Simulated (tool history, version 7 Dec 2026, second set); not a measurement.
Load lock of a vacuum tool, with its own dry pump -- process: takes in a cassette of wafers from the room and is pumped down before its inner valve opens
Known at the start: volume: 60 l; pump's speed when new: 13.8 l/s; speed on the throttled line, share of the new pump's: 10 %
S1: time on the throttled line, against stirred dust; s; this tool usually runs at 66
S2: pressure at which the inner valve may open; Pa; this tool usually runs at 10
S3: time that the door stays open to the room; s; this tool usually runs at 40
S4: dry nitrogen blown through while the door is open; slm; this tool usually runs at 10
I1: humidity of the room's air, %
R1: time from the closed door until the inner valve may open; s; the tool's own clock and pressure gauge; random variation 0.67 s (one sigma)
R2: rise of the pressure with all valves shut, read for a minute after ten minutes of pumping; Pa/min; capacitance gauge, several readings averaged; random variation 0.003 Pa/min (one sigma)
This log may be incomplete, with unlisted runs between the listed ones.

{"run": 1, "hour": 0.0, "S1": 66, "S2": 10, "S3": 40, "S4": 10, "I1": 42.4, "R1": 100.9, "R2": 0.102}
{"run": 2, "hour": 147.9, "S1": 66, "S2": 10, "S3": 40, "S4": 10, "I1": 45.3, "R1": 101.5, "R2": 0.111}
{"run": 3, "hour": 260.0, "S1": 66, "S2": 10, "S3": 40, "S4": 10, "I1": 44.5, "R1": 102.2, "R2": 0.11}
{"run": 4, "hour": 369.7, "S1": 66, "S2": 10, "S3": 40, "S4": 10, "I1": 42.6, "R1": 101.5, "R2": 0.12}
{"run": 5, "hour": 518.8, "S1": 67, "S2": 10, "S3": 40, "S4": 10, "I1": 42.9, "R1": 102.4, "R2": 0.118}
{"run": 6, "hour": 597.4, "S1": 67, "S2": 10, "S3": 40, "S4": 10, "I1": 42.8, "R1": 102.8, "R2": 0.126}
{"run": 7, "hour": 680.3, "S1": 66, "S2": 10, "S3": 40, "S4": 10, "I1": 42.8, "R1": 100.2, "R2": 0.131}
{"run": 8, "hour": 765.1, "S1": 66, "S2": 10, "S3": 86, "S4": 10, "I1": 44.2, "R1": 101.1, "R2": 0.144}
{"run": 9, "hour": 927.8, "S1": 66, "S2": 10, "S3": 40, "S4": 10, "I1": 43.7, "R1": 101.8, "R2": 0.132}
{"run": 10, "hour": 1084.5, "S1": 66, "S2": 10, "S3": 78, "S4": 10, "I1": 45.4, "R1": 101.7, "R2": 0.15}
{"run": 11, "hour": 1158.9, "S1": 66, "S2": 10, "S3": 78, "S4": 10, "I1": 44.2, "R1": 101.8, "R2": 0.15}
{"run": 12, "hour": 1239.0, "S1": 66, "S2": 8, "S3": 40, "S4": 10, "I1": 45.3, "R1": 103.2, "R2": 0.142}
{"run": 13, "hour": 1378.5, "S1": 66, "S2": 8, "S3": 40, "S4": 10, "I1": 42.3, "R1": 103.7, "R2": 0.149}
{"run": 14, "hour": 1497.0, "S1": 66, "S2": 7, "S3": 40, "S4": 10, "I1": 43.7, "R1": 103.3, "R2": 0.153}
{"run": 15, "hour": 1668.8, "S1": 66, "S2": 10, "S3": 40, "S4": 10, "I1": 44.2, "R1": 102.8, "R2": 0.16}
{"run": 16, "hour": 1788.4, "S1": 66, "S2": 10, "S3": 40, "S4": 10, "I1": 45.4, "R1": 101.6, "R2": 0.166}
{"run": 17, "hour": 1952.1, "S1": 66, "S2": 10, "S3": 40, "S4": 10, "I1": 48.4, "R1": 101.8, "R2": 0.167}
{"run": 18, "hour": 2058.8, "S1": 66, "S2": 10, "S3": 40, "S4": 10, "I1": 45.9, "R1": 101.6, "R2": 0.17}
{"run": 19, "hour": 2236.9, "S1": 66, "S2": 10, "S3": 40, "S4": 10, "I1": 44.8, "R1": 102.9, "R2": 0.181}
{"run": 20, "hour": 2380.7, "S1": 66, "S2": 10, "S3": 40, "S4": 10, "I1": 45.8, "R1": 103, "R2": 0.188}
{"run": 21, "hour": 2455.4, "S1": 66, "S2": 10, "S3": 40, "S4": 10, "I1": 46.2, "R1": 103.5, "R2": 0.189}
{"run": 22, "hour": 2593.2, "S1": 66, "S2": 10, "S3": 40, "S4": 10, "I1": 44, "R1": 101.9, "R2": 0.197}
{"run": 23, "hour": 2678.3, "S1": 66, "S2": 13, "S3": 26, "S4": 10, "I1": 42.4, "R1": 100.2, "R2": 0.192}
{"run": 24, "hour": 2806.0, "S1": 45, "S2": 10, "S3": 227, "S4": 10, "I1": 46.4, "R1": 83.9, "R2": 0.262}
{"run": 25, "hour": 2912.8, "S1": 71, "S2": 18, "S3": 120, "S4": 7, "I1": 44.3, "R1": 104.9, "R2": 0.246}
{"run": 26, "hour": 3019.2, "S1": 71, "S2": 18, "S3": 120, "S4": 7, "I1": 46.2, "R1": 105.4, "R2": 0.248}
{"run": 27, "hour": 3120.1, "S1": 37, "S2": 18, "S3": 58, "S4": 12, "I1": 47, "R1": 74.1, "R2": 0.219}
{"run": 28, "hour": 3273.2, "S1": 37, "S2": 15, "S3": 101, "S4": 43, "I1": 45.1, "R1": 73.4, "R2": 0.22}
{"run": 29, "hour": 3366.1, "S1": 37, "S2": 15, "S3": 101, "S4": 43, "I1": 41.7, "R1": 75.2, "R2": 0.22}
{"run": 30, "hour": 3458.7, "S1": 44, "S2": 10, "S3": 160, "S4": 6, "I1": 46.3, "R1": 82.9, "R2": 0.287}
{"run": 31, "hour": 3548.9, "S1": 44, "S2": 10, "S3": 160, "S4": 6, "I1": 43, "R1": 83.3, "R2": 0.289}
{"run": 32, "hour": 3622.2, "S1": 66, "S2": 10, "S3": 64, "S4": 6, "I1": 45.2, "R1": 102.8, "R2": 0.254}
{"run": 33, "hour": 3714.8, "S1": 66, "S2": 10, "S3": 64, "S4": 6, "I1": 43.9, "R1": 103.2, "R2": 0.253}
{"run": 34, "hour": 3879.2, "S1": 53, "S2": 10, "S3": 40, "S4": 17, "I1": 42.7, "R1": 92.2, "R2": 0.233}
{"run": 35, "hour": 3954.1, "S1": 53, "S2": 19, "S3": 117, "S4": 17, "I1": 44.3, "R1": 87.6, "R2": 0.267}
{"run": 36, "hour": 4046.2, "S1": 66, "S2": 10, "S3": 93, "S4": 10, "I1": 44.7, "R1": 102.4, "R2": 0.276}
{"run": 37, "hour": 4184.7, "S1": 43, "S2": 16, "S3": 54, "S4": 24, "I1": 42.7, "R1": 80.3, "R2": 0.257}

Subtracting, for every run, the result it would have given without the tool's unlogged condition from the measured result gives the following. The same run-to-run variation enters both numbers; the gauge's scatter may not:
Hidden state at play: pump's speed, % of a new pump's; leak at the door's seal, Pa l/s; drift of the gauge itself on ready_s, %; drift of the gauge itself on rise_pa_min, %.
run=1 R1=+2.1 R2=+0.078
run=2 R1=+2.1 R2=+0.082
run=3 R1=+2.1 R2=+0.086
run=4 R1=+2.2 R2=+0.089
run=5 R1=+2.1 R2=+0.091
run=6 R1=+2.1 R2=+0.096
run=7 R1=+2.2 R2=+0.099
run=8 R1=+2.2 R2=+0.102
run=9 R1=+2.3 R2=+0.105
run=10 R1=+2.3 R2=+0.11
run=11 R1=+2.4 R2=+0.112
run=12 R1=+2.4 R2=+0.115
run=13 R1=+2.5 R2=+0.12
run=14 R1=+2.5 R2=+0.125
run=15 R1=+2.5 R2=+0.132
run=16 R1=+2.6 R2=+0.134
run=17 R1=+2.6 R2=+0.143
run=18 R1=+2.6 R2=+0.146
run=19 R1=+2.7 R2=+0.154
run=20 R1=+2.8 R2=+0.158
run=21 R1=+2.8 R2=+0.16
run=22 R1=+2.8 R2=+0.167
run=23 R1=+2.6 R2=+0.171
run=24 R1=+2.9 R2=+0.177
run=25 R1=+2.5 R2=+0.18
run=26 R1=+2.6 R2=+0.183
run=27 R1=+2.9 R2=+0.188
run=28 R1=+2.9 R2=+0.194
run=29 R1=+3 R2=+0.195
run=30 R1=+3.1 R2=+0.202
run=31 R1=+3.2 R2=+0.207
run=32 R1=+3.1 R2=+0.213
run=33 R1=+3.2 R2=+0.21
run=34 R1=+3.3 R2=+0.217
run=35 R1=+3 R2=+0.223
run=36 R1=+3.2 R2=+0.227
run=37 R1=+3.2 R2=+0.234
